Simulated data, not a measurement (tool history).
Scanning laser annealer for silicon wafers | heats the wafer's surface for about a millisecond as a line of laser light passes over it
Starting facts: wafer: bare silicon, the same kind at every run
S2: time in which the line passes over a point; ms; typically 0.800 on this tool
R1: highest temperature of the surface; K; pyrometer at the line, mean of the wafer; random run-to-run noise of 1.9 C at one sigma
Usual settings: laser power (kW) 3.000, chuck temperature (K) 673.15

run 1 hour=0.0 | laser_power_(kW)=3.000 S2=0.800 chuck_temperature_(K)=673.15 | R1=1450.15
run 2 hour=9.8 | laser_power_(kW)=3.000 S2=0.800 chuck_temperature_(K)=673.15 | R1=1452.15
run 3 hour=19.3 | laser_power_(kW)=3.000 S2=0.800 chuck_temperature_(K)=673.15 | R1=1449.15
run 4 hour=29.3 | laser_power_(kW)=3.000 S2=0.800 chuck_temperature_(K)=653.15 | R1=1430.15
run 5 hour=36.4 | laser_power_(kW)=3.000 S2=0.898 chuck_temperature_(K)=653.15 | R1=1482.15
run 6 hour=49.4 | laser_power_(kW)=3.000 S2=0.898 chuck_temperature_(K)=653.15 | R1=1482.15
-- hour=55.2 optics aligned, line set to its width
run 7 hour=66.9 | laser_power_(kW)=3.146 S2=0.898 chuck_temperature_(K)=653.15 | R1=1522.15
run 8 hour=80.8 | laser_power_(kW)=3.096 S2=0.898 chuck_temperature_(K)=653.15 | R1=1508.15
run 9 hour=93.3 | laser_power_(kW)=3.093 S2=0.917 chuck_temperature_(K)=653.15 | R1=1517.15
run 10 hour=108.2 | laser_power_(kW)=2.936 S2=0.917 chuck_temperature_(K)=640.15 | R1=1459.15
-- hour=115.6 optics aligned, line set to its width, once more
run 11 hour=119.7 | laser_power_(kW)=2.936 S2=0.917 chuck_temperature_(K)=640.15 | R1=1462.15

Forecast each of these 3 alternatives for the next run:
run A hour=129.4 | laser_power_(kW)=2.568 S2=0.670 chuck_temperature_(K)=673.15 | R1=?
run B hour=129.4 | laser_power_(kW)=2.757 S2=0.800 chuck_temperature_(K)=673.15 | R1=?
run C hour=129.4 | laser_power_(kW)=2.936 S2=0.917 chuck_temperature_(K)=653.15 | R1=?

run=A R1=1279.15
run=B R1=1390.15
run=C R1=1472.15
The same runs, with their run-to-run variation unchanged, on a tool lacking any hidden condition would have given:
run=A R1=1280.15
run=B R1=1392.15
run=C R1=1474.15
